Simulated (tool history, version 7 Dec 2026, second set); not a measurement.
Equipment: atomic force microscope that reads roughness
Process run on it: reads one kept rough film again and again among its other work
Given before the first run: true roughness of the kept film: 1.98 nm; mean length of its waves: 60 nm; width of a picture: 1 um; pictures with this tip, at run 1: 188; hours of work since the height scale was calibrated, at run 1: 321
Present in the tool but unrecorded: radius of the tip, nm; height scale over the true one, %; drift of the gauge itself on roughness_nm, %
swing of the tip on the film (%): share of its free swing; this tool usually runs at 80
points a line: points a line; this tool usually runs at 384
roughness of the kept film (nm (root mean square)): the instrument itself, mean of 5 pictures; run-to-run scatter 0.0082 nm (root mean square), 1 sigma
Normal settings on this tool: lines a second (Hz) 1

| run | day | lines a second (Hz) | swing of the tip on the film (%) | points a line | pictures with this tip | hours of work since the height scale was calibrated | roughness of the kept film (nm (root mean square)) |
|---|---|---|---|---|---|---|---|
| 1 | 0 | 1 | 80 | 384 | 188 | 321 | 1.745 |
|  | 0.2 | new tip fitted |
| 2 | 0.896 | 1 | 80 | 384 | 29 | 333 | 1.782 |
| 3 | 1.85 | 1 | 80 | 384 | 69 | 346 | 1.77 |
| 4 | 2.862 | 1 | 87 | 384 | 111 | 361 | 1.713 |
| 5 | 3.292 | 1 | 80 | 384 | 129 | 367 | 1.768 |
| 6 | 4.183 | 1 | 80 | 384 | 166 | 379 | 1.751 |
|  | 4.3 | height scale calibrated on a step standard |
|  | 4.904 | new tip fitted |
| 7 | 4.929 | 1 | 80 | 384 | 2 | 9 | 1.787 |
| 8 | 5.742 | 1 | 80 | 384 | 35 | 20 | 1.79 |
| 9 | 6.712 | 1.17 | 74 | 829 | 76 | 34 | 1.795 |
| 10 | 7.392 | 0.62 | 56 | 344 | 104 | 43 | 1.904 |
| 11 | 7.883 | 0.62 | 56 | 344 | 125 | 50 | 1.88 |
|  | 8.971 | height scale calibrated on a step standard, once more |
| 12 | 8.971 | 0.62 | 56 | 344 | 168 | 0 | 1.852 |
|  | 9.6 | new tip fitted |
| 13 | 9.608 | 1.22 | 56 | 794 | 1 | 9 | 1.909 |
| 14 | 10.367 | 1.22 | 56 | 447 | 32 | 19 | 1.879 |
| 15 | 11.296 | 1.66 | 58 | 381 | 71 | 32 | 1.833 |
| 16 | 11.975 | 2.8 | 72 | 384 | 99 | 42 | 1.654 |

Below are 4 alternative next runs, each starting from the tool's condition after run 16. Predict each:
| A | 12.783 | 2.8 | 60 | 364 | 133 | 53 | ? |
| B | 12.783 | 3.87 | 72 | 384 | 133 | 53 | ? |
| C | 12.783 | 1 | 81 | 353 | 133 | 53 | ? |
| D | 12.783 | 2.45 | 80 | 839 | 133 | 53 | ? |

| run | roughness of the kept film (nm (root mean square)) |
|---|---|
| A | 1.791 |
| B | 1.567 |
| C | 1.756 |
| D | 1.585 |
Without the tool's unlogged condition, the same runs would have read:
| run | roughness of the kept film (nm (root mean square)) |
|---|---|
| A | 1.828 |
| B | 1.6 |
| C | 1.792 |
| D | 1.618 |
